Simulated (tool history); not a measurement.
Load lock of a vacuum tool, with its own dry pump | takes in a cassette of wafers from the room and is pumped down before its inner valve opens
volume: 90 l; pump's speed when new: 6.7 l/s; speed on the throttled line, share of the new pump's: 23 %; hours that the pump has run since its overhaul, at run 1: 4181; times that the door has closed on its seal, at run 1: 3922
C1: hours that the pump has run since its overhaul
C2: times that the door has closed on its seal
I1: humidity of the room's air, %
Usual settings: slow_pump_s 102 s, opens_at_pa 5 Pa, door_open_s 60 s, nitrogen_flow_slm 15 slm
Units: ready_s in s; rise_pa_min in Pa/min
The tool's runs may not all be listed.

Run 1, hour 0: usual settings; C1 4181; C2 3922; I1 43. Result: ready_s 220.9 s, rise_pa_min 0.069 Pa/min.
Run 2, hour 356.2: usual settings; C1 4537; C2 4423; I1 42. Result: ready_s 218 s, rise_pa_min 0.072 Pa/min.
Run 3, hour 672.1: usual settings but slow_pump_s 143 s; C1 4853; C2 4868; I1 47. Result: ready_s 252 s, rise_pa_min 0.086 Pa/min.
Run 4, hour 1039.2: usual settings but slow_pump_s 143 s; C1 5220; C2 5385; I1 43.3. Result: ready_s 250.5 s, rise_pa_min 0.081 Pa/min.
Run 5, hour 1561.1: usual settings; C1 5742; C2 6119; I1 45.3. Result: ready_s 220.8 s, rise_pa_min 0.087 Pa/min.
Run 6, hour 2053.6: usual settings but door_open_s 74 s; C1 6235; C2 6813; I1 44.2. Result: ready_s 223.6 s, rise_pa_min 0.104 Pa/min.
Run 7, hour 2472.7: usual settings but door_open_s 74 s; C1 6654; C2 7403; I1 45.6. Result: ready_s 222.8 s, rise_pa_min 0.11 Pa/min.
Run 8, hour 2832.6: usual settings but door_open_s 74 s; C1 7014; C2 7909; I1 45.7. Result: ready_s 223.7 s, rise_pa_min 0.12 Pa/min.
Run 9, hour 3053.7: usual settings but opens_at_pa 7 Pa, door_open_s 74 s; C1 7235; C2 8221; I1 45.3. Result: ready_s 216.9 s, rise_pa_min 0.12 Pa/min.
Run 10, hour 3484: usual settings; C1 7665; C2 8826; I1 41.9. Result: ready_s 226.1 s, rise_pa_min 0.119 Pa/min.
Run 11, hour 3829.4: usual settings; C1 8011; C2 9313; I1 45.8. Result: ready_s 226.2 s, rise_pa_min 0.116 Pa/min.
Run 12, hour 4138.6: usual settings but door_open_s 97 s; C1 8320; C2 9748; I1 45.9. Result: ready_s 224.6 s, rise_pa_min 0.147 Pa/min.
Run 13, hour 4360.8: usual settings but door_open_s 97 s; C1 8542; C2 10061; I1 47. Result: ready_s 226.4 s, rise_pa_min 0.148 Pa/min.
Run 14, hour 4741.1: usual settings but door_open_s 97 s; C1 8922; C2 10596; I1 48.6. Result: ready_s 227.6 s, rise_pa_min 0.166 Pa/min.
Run 15, hour 5151.6: usual settings but door_open_s 38 s; C1 9333; C2 11174; I1 45.4. Result: ready_s 227 s, rise_pa_min 0.135 Pa/min.
Run 16, hour 5362.1: usual settings but door_open_s 38 s; C1 9543; C2 11470; I1 44.2. Result: ready_s 227 s, rise_pa_min 0.139 Pa/min.
Run 17, hour 5594.9: usual settings but opens_at_pa 6 Pa, door_open_s 38 s; C1 9776; C2 11798; I1 44.8. Result: ready_s 225.4 s, rise_pa_min 0.135 Pa/min.
Run 18, hour 5810.8: usual settings but opens_at_pa 6 Pa, door_open_s 38 s; C1 9992; C2 12102; I1 43.5. Result: ready_s 223.8 s, rise_pa_min 0.144 Pa/min.
Run 19, hour 6053.5: usual settings but slow_pump_s 139 s, opens_at_pa 8 Pa, door_open_s 98 s, nitrogen_flow_slm 33 slm; C1 10235; C2 12443; I1 45.9. Result: ready_s 245.5 s, rise_pa_min 0.164 Pa/min.
Run 20, hour 6349: usual settings but slow_pump_s 139 s, opens_at_pa 8 Pa, door_open_s 98 s, nitrogen_flow_slm 33 slm; C1 10530; C2 12859; I1 46.3. Result: ready_s 245.7 s, rise_pa_min 0.171 Pa/min.
Run 21, hour 6701.9: usual settings but slow_pump_s 57 s, opens_at_pa 6 Pa, door_open_s 198 s, nitrogen_flow_slm 24 slm; C1 10883; C2 13356; I1 48.1. Result: ready_s 193.4 s, rise_pa_min 0.225 Pa/min.
Run 22, hour 7038.1: usual settings but slow_pump_s 147 s, nitrogen_flow_slm 4 slm; C1 11219; C2 13829; I1 43.8. Result: ready_s 261.7 s, rise_pa_min 0.191 Pa/min.
Run 23, hour 7261.1: usual settings but slow_pump_s 124 s, opens_at_pa 10 Pa, door_open_s 34 s, nitrogen_flow_slm 26 slm; C1 11442; C2 14143; I1 43.4. Result: ready_s 235.6 s, rise_pa_min 0.161 Pa/min.
Run 24, hour 7743.1: usual settings but slow_pump_s 60 s, opens_at_pa 10 Pa, door_open_s 34 s, nitrogen_flow_slm 11 slm; C1 11924; C2 14822; I1 45.1. Result: ready_s 188.3 s, rise_pa_min 0.177 Pa/min.
Run 25, hour 8253.2: usual settings but slow_pump_s 60 s, opens_at_pa 10 Pa, door_open_s 34 s, nitrogen_flow_slm 11 slm; C1 12434; C2 15540; I1 46.5. Result: ready_s 189.4 s, rise_pa_min 0.189 Pa/min.
Run 26, hour 8529.3: usual settings but door_open_s 107 s; C1 12711; C2 15928; I1 43.5. Result: ready_s 235.1 s, rise_pa_min 0.233 Pa/min.
Run 27, hour 8913.8: usual settings but slow_pump_s 93 s, door_open_s 104 s, nitrogen_flow_slm 7 slm; C1 13095; C2 16470; I1 46.6. Result: ready_s 228.1 s, rise_pa_min 0.25 Pa/min.
Run 28, hour 9219.8: usual settings but slow_pump_s 93 s, door_open_s 104 s, nitrogen_flow_slm 5 slm; C1 13401; C2 16900; I1 40.7. Result: ready_s 227.7 s, rise_pa_min 0.248 Pa/min.
Run 29, hour 9440.6: usual settings but slow_pump_s 169 s, opens_at_pa 8 Pa, door_open_s 104 s, nitrogen_flow_slm 17 slm; C1 13622; C2 17211; I1 44.5. Result: ready_s 273.6 s, rise_pa_min 0.247 Pa/min.
Run 30, hour 9935.2: usual settings but door_open_s 30 s, nitrogen_flow_slm 24 slm; C1 14116; C2 17908; I1 47.3. Result: ready_s 236.5 s, rise_pa_min 0.216 Pa/min.
Run 31, hour 10368.8: usual settings but slow_pump_s 192 s, opens_at_pa 8 Pa; C1 14550; C2 18518; I1 44.3. Result: ready_s 290 s, rise_pa_min 0.248 Pa/min.
Run 32, hour 10615.1: usual settings but slow_pump_s 192 s, opens_at_pa 8 Pa; C1 14796; C2 18865; I1 44. Result: ready_s 291.4 s, rise_pa_min 0.251 Pa/min.
Run 33, hour 10914.4: usual settings but slow_pump_s 192 s, opens_at_pa 8 Pa; C1 15096; C2 19286; I1 44.1. Result: ready_s 290.4 s, rise_pa_min 0.259 Pa/min.
Run 34, hour 11250: usual settings but slow_pump_s 192 s, opens_at_pa 8 Pa; C1 15431; C2 19758; I1 45.3. Result: ready_s 293 s, rise_pa_min 0.269 Pa/min.
Run 35, hour 11631.7: usual settings but opens_at_pa 10 Pa; C1 15813; C2 20296; I1 42.4. Result: ready_s 225.5 s, rise_pa_min 0.273 Pa/min.
At hour 11870.7: dry pump taken out, an overhauled one fitted.
Run 36, hour 12092: usual settings but opens_at_pa 10 Pa; C1 221; C2 20935; I1 44.7. Result: ready_s 202.3 s, rise_pa_min 0.281 Pa/min.

Forecast each of these 5 alternatives for the next run:
Run A, hour 12527.5: usual settings but slow_pump_s 118 s, opens_at_pa 10 Pa, door_open_s 206 s, nitrogen_flow_slm 16 slm; C1 657; C2 21548; I1 46.3. Result: ready_s ?, rise_pa_min ?.
Run B, hour 12527.5: usual settings but opens_at_pa 8 Pa, nitrogen_flow_slm 30 slm; C1 657; C2 21548; I1 45.5. Result: ready_s ?, rise_pa_min ?.
Run C, hour 12527.5: usual settings but door_open_s 86 s; C1 657; C2 21548; I1 44.9. Result: ready_s ?, rise_pa_min ?.
Run D, hour 12527.5: usual settings but slow_pump_s 65 s, opens_at_pa 10 Pa, nitrogen_flow_slm 19 slm; C1 657; C2 21548; I1 39.7. Result: ready_s ?, rise_pa_min ?.
Run E, hour 12527.5: usual settings but opens_at_pa 10 Pa, nitrogen_flow_slm 5 slm; C1 657; C2 21548; I1 51.5. Result: ready_s ?, rise_pa_min ?.

run  ready_s  rise_pa_min
  A    214.5        0.363
  B    205.2         0.28
  C    212.5        0.306
  D    175.7        0.291
  E    203.5         0.32
Without the tool's hidden state the same runs would have given:
run  ready_s  rise_pa_min
  A    214.8        0.113
  B    205.4        0.036
  C    212.8        0.058
  D      176        0.041
  E    203.8        0.066

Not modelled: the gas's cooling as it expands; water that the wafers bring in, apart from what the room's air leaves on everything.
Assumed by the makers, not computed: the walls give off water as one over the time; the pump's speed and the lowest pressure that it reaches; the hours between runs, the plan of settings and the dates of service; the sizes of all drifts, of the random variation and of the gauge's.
